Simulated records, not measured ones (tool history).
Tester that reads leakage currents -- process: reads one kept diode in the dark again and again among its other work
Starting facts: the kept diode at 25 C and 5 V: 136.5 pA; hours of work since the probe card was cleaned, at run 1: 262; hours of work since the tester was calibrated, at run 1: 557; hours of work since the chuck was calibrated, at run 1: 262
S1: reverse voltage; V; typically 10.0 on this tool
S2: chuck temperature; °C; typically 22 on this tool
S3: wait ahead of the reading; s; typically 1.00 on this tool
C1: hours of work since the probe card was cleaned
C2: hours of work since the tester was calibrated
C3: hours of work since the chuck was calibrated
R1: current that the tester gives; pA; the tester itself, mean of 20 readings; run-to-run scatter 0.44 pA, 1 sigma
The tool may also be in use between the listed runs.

run,hour,S1,S2,S3,C1,C2,C3,R1
1,0.0,10.0,22,1.00,262,557,262,152.53
2,114.0,10.0,22,1.00,330,625,330,155.15
3,253.3,2.0,22,1.00,412,707,412,73.34
4,333.0,10.0,22,1.00,459,754,459,157.70
5,479.3,10.0,22,1.00,546,841,546,159.94
6,592.9,10.0,22,2.09,613,908,613,161.33
7,766.0,10.0,22,2.09,715,1010,715,164.23
8,858.3,10.0,22,2.09,770,1065,770,164.65
9,997.1,10.0,22,2.09,852,1147,852,168.29
10,1120.2,10.0,22,1.40,925,1220,925,169.25
11,1272.1,10.0,21,1.00,1015,1310,1015,159.29
12,1394.8,10.0,22,1.00,1087,1382,1087,173.13
13,1575.2,10.0,22,1.00,1194,1489,1194,177.49
14,1742.6,10.0,22,1.00,1293,1588,1293,180.92
15,1870.2,1.0,22,1.00,1369,1664,1369,59.45
16,1960.3,10.0,22,1.00,1422,1717,1422,183.37
17,2117.5,10.0,22,1.00,1515,1810,1515,185.00
18,2284.4,10.0,22,1.00,1614,1909,1614,188.00
# hour 2300.0: probe card cleaned and baked
# hour 2419.4: chuck's temperature calibrated
19,2431.0,10.0,22,1.00,76,1993,7,169.57
20,2511.1,10.0,22,1.00,124,2040,54,171.21
21,2616.8,10.0,22,1.00,186,2103,117,172.73
# hour 2633.2: probe card cleaned and baked, once more
22,2722.8,10.0,20,0.98,53,2163,178,123.21
23,2831.3,10.0,20,0.98,117,2228,242,124.88
24,2944.7,10.0,20,0.98,184,2295,309,126.16
25,3115.9,10.0,23,1.00,286,2396,410,166.22
26,3295.3,10.0,23,1.00,392,2502,516,168.12
27,3446.8,17.2,22,0.50,481,2592,606,207.04
28,3627.1,15.1,22,3.35,588,2698,713,193.82
29,3711.5,15.1,22,3.35,638,2748,763,195.60
30,3805.3,15.1,22,3.35,693,2804,818,197.21
31,3967.0,15.1,22,3.35,789,2900,914,200.65
32,4052.9,7.3,22,0.34,840,2950,965,145.25
33,4196.3,10.0,22,8.53,925,3035,1050,167.53
34,4350.7,10.0,53,3.21,1016,3127,1141,1818.90
35,4450.6,10.0,53,3.21,1075,3186,1200,1826.90
36,4636.1,10.0,22,0.39,1185,3296,1310,177.93
37,4736.2,10.0,22,5.38,1244,3355,1369,175.44
38,4819.6,1.0,24,0.82,1294,3404,1418,69.40
39,5009.9,2.0,24,0.41,1406,3517,1531,97.80
40,5166.7,2.0,24,0.41,1499,3609,1624,98.49

Forecast each of these 3 alternatives for the next run:
A,5260.3,16.1,22,1.00,1554,3665,1679,?
B,5260.3,1.9,25,0.89,1554,3665,1679,?
C,5260.3,2.9,29,4.49,1554,3665,1679,?

run,R1
A,236.82
B,104.73
C,175.57
With the hidden condition removed and each run's random variation left untouched, the same runs would have given:
run,R1
A,181.69
B,88.63
C,149.59
